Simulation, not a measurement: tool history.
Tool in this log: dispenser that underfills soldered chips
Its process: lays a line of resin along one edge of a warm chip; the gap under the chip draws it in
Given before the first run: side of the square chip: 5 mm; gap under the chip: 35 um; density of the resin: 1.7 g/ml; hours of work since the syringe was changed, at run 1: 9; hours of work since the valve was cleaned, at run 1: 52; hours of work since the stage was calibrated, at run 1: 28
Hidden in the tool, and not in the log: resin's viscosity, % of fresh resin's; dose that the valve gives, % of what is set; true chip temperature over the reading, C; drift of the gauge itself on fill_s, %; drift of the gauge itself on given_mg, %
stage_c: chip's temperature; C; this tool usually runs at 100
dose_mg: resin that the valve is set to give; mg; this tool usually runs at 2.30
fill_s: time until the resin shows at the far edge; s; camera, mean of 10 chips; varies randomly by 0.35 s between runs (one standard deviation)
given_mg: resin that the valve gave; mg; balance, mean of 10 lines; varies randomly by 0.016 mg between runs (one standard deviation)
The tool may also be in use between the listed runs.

run   hour  stage_c  dose_mg  hours of work since the syringe was changed  hours of work since the valve was cleaned  hours of work since the stage was calibrated  fill_s  given_mg
  1    0.0      100     2.30                                            9                                         52                                            28    29.1      2.28
       5.2  -- new syringe of resin
  2    6.7       94     2.30                                            1                                         56                                            32    22.8      2.26
  3   14.0       91     2.30                                            6                                         61                                            37    34.8      2.26
      22.3  -- new syringe of resin
  4   24.6      100     2.30                                            2                                         68                                            44    18.9      2.24
  5   33.8      100     2.36                                            8                                         75                                            50    28.0      2.30
      40.0  -- new syringe of resin
  6   40.3      100     2.30                                            0                                         79                                            55    16.9      2.23
  7   50.8      100     2.21                                            7                                         86                                            62    26.9      2.15
      57.0  -- new syringe of resin
  8   62.6      100     2.30                                            4                                         94                                            70    21.5      2.23
  9   67.5      109     2.30                                            7                                         97                                            73    19.5      2.25
      74.7  -- new syringe of resin
 10   76.1      112     2.30                                            1                                        103                                            79    12.6      2.23
 11   86.4      100     2.69                                            8                                        110                                            86    27.4      2.61
      92.0  -- new syringe of resin
 12   95.4      100     2.69                                            2                                        116                                            92    19.0      2.58
 13  102.6      100     2.30                                            7                                        121                                            96    26.6      2.22
     108.0  -- dispensing valve cleaned and set on the balance
     110.1  -- new syringe of resin
 14  112.9      100     2.30                                            2                                          3                                           103    19.1      2.26
 15  121.9      100     2.30                                            8                                          9                                           109    28.0      2.28
     127.6  -- new syringe of resin
 16  131.8      100     2.30                                            3                                         16                                           115    20.9      2.27
 17  137.5      100     2.30                                            7                                         20                                           119    25.8      2.29
     144.8  -- new syringe of resin
 18  146.2      110     2.62                                            1                                         25                                           125    12.1      2.62
 19  155.7       95     2.30                                            7                                         32                                           131    32.3      2.25
     162.2  -- new syringe of resin
 20  164.5       85     2.36                                            2                                         38                                           137    33.1      2.33
 21  173.7      106     2.53                                            8                                         44                                           143    21.9      2.47
     179.3  -- new syringe of resin
 22  180.6      105     2.66                                            1                                         48                                           148    14.2      2.60
 23  189.4       95     2.44                                            7                                         54                                           154    30.9      2.39
 24  195.2       95     2.44                                           11                                         58                                           158    39.2      2.40
     197.1  -- new syringe of resin
 25  205.2       97     2.44                                            6                                         65                                           165    26.5      2.40
     214.6  -- new syringe of resin
 26  216.6      100     2.45                                            1                                         73                                           172    18.8      2.36
 27  225.5      100     2.45                                            7                                         79                                           178    27.7      2.40
     231.9  -- new syringe of resin
 28  232.0       91     2.62                                            0                                         83                                           182    23.5      2.54
 29  241.5       91     2.62                                            7                                         89                                           189    34.5      2.55
     249.0  -- new syringe of resin
 30  249.1       91     2.62                                            0                                         94                                           194    23.5      2.54
 31  259.3       91     2.62                                            7                                        101                                           201    35.1      2.52
     266.2  -- new syringe of resin
 32  269.9      105     2.21                                            3                                        108                                           208    17.6      2.11
 33  277.8       99     2.32                                            8                                        114                                           213    28.6      2.24
     283.6  -- new syringe of resin
 34  285.0       99     2.32                                            1                                        118                                           218    19.0      2.23

What differs in the tool's unlogged condition from the final listed run ahead of each entry between runs to the first listed run following it?
Logged between run 1 and run 2: new syringe of resin (hour 5.2)
  resin's viscosity, % of fresh resin's: 166.2 -> 105.9; dose that the valve gives, % of what is set: 98.29 -> 98.16; true chip temperature over the reading, C: -0.2 -> -0.19
  measured less the result without the state, fill_s: +11.7 -> +1.5 s; given_mg: -0.04 -> -0.04 mg
Logged between run 3 and run 4: new syringe of resin (hour 22.3)
  resin's viscosity, % of fresh resin's: 142.1 -> 109.6; dose that the valve gives, % of what is set: 97.99 -> 97.73; true chip temperature over the reading, C: -0.18 -> -0.17
  measured less the result without the state, fill_s: +10.4 -> +1.8 s; given_mg: -0.04 -> -0.06 mg
Logged between run 5 and run 6: new syringe of resin (hour 40.0)
  resin's viscosity, % of fresh resin's: 158.8 -> 100.7; dose that the valve gives, % of what is set: 97.53 -> 97.39
  measured less the result without the state, fill_s: +10.3 -> +0.3 s; given_mg: -0.05 -> -0.06 mg
Logged between run 7 and run 8: new syringe of resin (hour 57.0)
  resin's viscosity, % of fresh resin's: 153.3 -> 124.1; dose that the valve gives, % of what is set: 97.14 -> 96.87; true chip temperature over the reading, C: -0.13 -> -0.11
  measured less the result without the state, fill_s: +9.6 -> +4.3 s; given_mg: -0.06 -> -0.07 mg
Logged between run 9 and run 10: new syringe of resin (hour 74.7)
  resin's viscosity, % of fresh resin's: 151.6 -> 106; dose that the valve gives, % of what is set: 96.76 -> 96.57; true chip temperature over the reading, C: -0.11 -> -0.09
  measured less the result without the state, fill_s: +6.6 -> +0.8 s; given_mg: -0.07 -> -0.07 mg
Logged between run 11 and run 12: new syringe of resin (hour 92.0)
  resin's viscosity, % of fresh resin's: 160.2 -> 112.9; dose that the valve gives, % of what is set: 96.32 -> 96.13; true chip temperature over the reading, C: -0.08 -> -0.07
  measured less the result without the state, fill_s: +10.5 -> +2.3 s; given_mg: -0.10 -> -0.11 mg
Logged between run 13 and run 14: dispensing valve cleaned and set on the balance (hour 108.0); new syringe of resin (hour 110.1)
  resin's viscosity, % of fresh resin's: 150.5 -> 112.3; dose that the valve gives, % of what is set: 95.96 -> 99.93; true chip temperature over the reading, C: -0.06 -> -0.05
  measured less the result without the state, fill_s: +9.2 -> +2.2 s; given_mg: -0.09 -> +0.00 mg
Logged between run 15 and run 16: new syringe of resin (hour 127.6)
  resin's viscosity, % of fresh resin's: 161.1 -> 119; dose that the valve gives, % of what is set: 99.72 -> 99.49; true chip temperature over the reading, C: -0.03 -> -0.02
  measured less the result without the state, fill_s: +10.6 -> +3.3 s; given_mg: -0.01 -> -0.01 mg
Logged between run 17 and run 18: new syringe of resin (hour 144.8)
  resin's viscosity, % of fresh resin's: 149.5 -> 106.2; dose that the valve gives, % of what is set: 99.36 -> 99.17; true chip temperature over the reading, C: -0.01 -> 0
  measured less the result without the state, fill_s: +8.5 -> +0.7 s; given_mg: -0.01 -> -0.02 mg
Logged between run 19 and run 20: new syringe of resin (hour 162.2)
  resin's viscosity, % of fresh resin's: 155.9 -> 109.1; dose that the valve gives, % of what is set: 98.94 -> 98.75; true chip temperature over the reading, C: 0.01 -> 0.02
  measured less the result without the state, fill_s: +11.4 -> +2.8 s; given_mg: -0.02 -> -0.03 mg
Logged between run 21 and run 22: new syringe of resin (hour 179.3)
  resin's viscosity, % of fresh resin's: 157.9 -> 105.1; dose that the valve gives, % of what is set: 98.53 -> 98.38; true chip temperature over the reading, C: 0.04 -> 0.05
  measured less the result without the state, fill_s: +8.0 -> +0.7 s; given_mg: -0.04 -> -0.04 mg
Logged between run 24 and run 25: new syringe of resin (hour 197.1)
  resin's viscosity, % of fresh resin's: 189.1 -> 139.2; dose that the valve gives, % of what is set: 98.05 -> 97.83; true chip temperature over the reading, C: 0.07 -> 0.08
  measured less the result without the state, fill_s: +18.5 -> +7.5 s; given_mg: -0.04 -> -0.05 mg
Logged between run 25 and run 26: new syringe of resin (hour 214.6)
  resin's viscosity, % of fresh resin's: 139.2 -> 109.5; dose that the valve gives, % of what is set: 97.83 -> 97.59; true chip temperature over the reading, C: 0.08 -> 0.1
  measured less the result without the state, fill_s: +7.5 -> +1.6 s; given_mg: -0.05 -> -0.06 mg
Logged between run 27 and run 28: new syringe of resin (hour 231.9)
  resin's viscosity, % of fresh resin's: 156.1 -> 100.6; dose that the valve gives, % of what is set: 97.39 -> 97.24; true chip temperature over the reading, C: 0.11 -> 0.12
  measured less the result without the state, fill_s: +9.8 -> +0.1 s; given_mg: -0.07 -> -0.07 mg
Logged between run 29 and run 30: new syringe of resin (hour 249.0)
  resin's viscosity, % of fresh resin's: 147 -> 100.2; dose that the valve gives, % of what is set: 97.03 -> 96.86; true chip temperature over the reading, C: 0.13 -> 0.14
  measured less the result without the state, fill_s: +11.0 -> +0.0 s; given_mg: -0.08 -> -0.08 mg
Logged between run 31 and run 32: new syringe of resin (hour 266.2)
  resin's viscosity, % of fresh resin's: 150.9 -> 115.5; dose that the valve gives, % of what is set: 96.61 -> 96.38; true chip temperature over the reading, C: 0.15 -> 0.17
  measured less the result without the state, fill_s: +11.7 -> +2.3 s; given_mg: -0.09 -> -0.08 mg
Logged between run 33 and run 34: new syringe of resin (hour 283.6)
  resin's viscosity, % of fresh resin's: 158.7 -> 105.6; dose that the valve gives, % of what is set: 96.21 -> 96.04; true chip temperature over the reading, C: 0.18 -> 0.19
  measured less the result without the state, fill_s: +10.5 -> +1.0 s; given_mg: -0.08 -> -0.09 mg
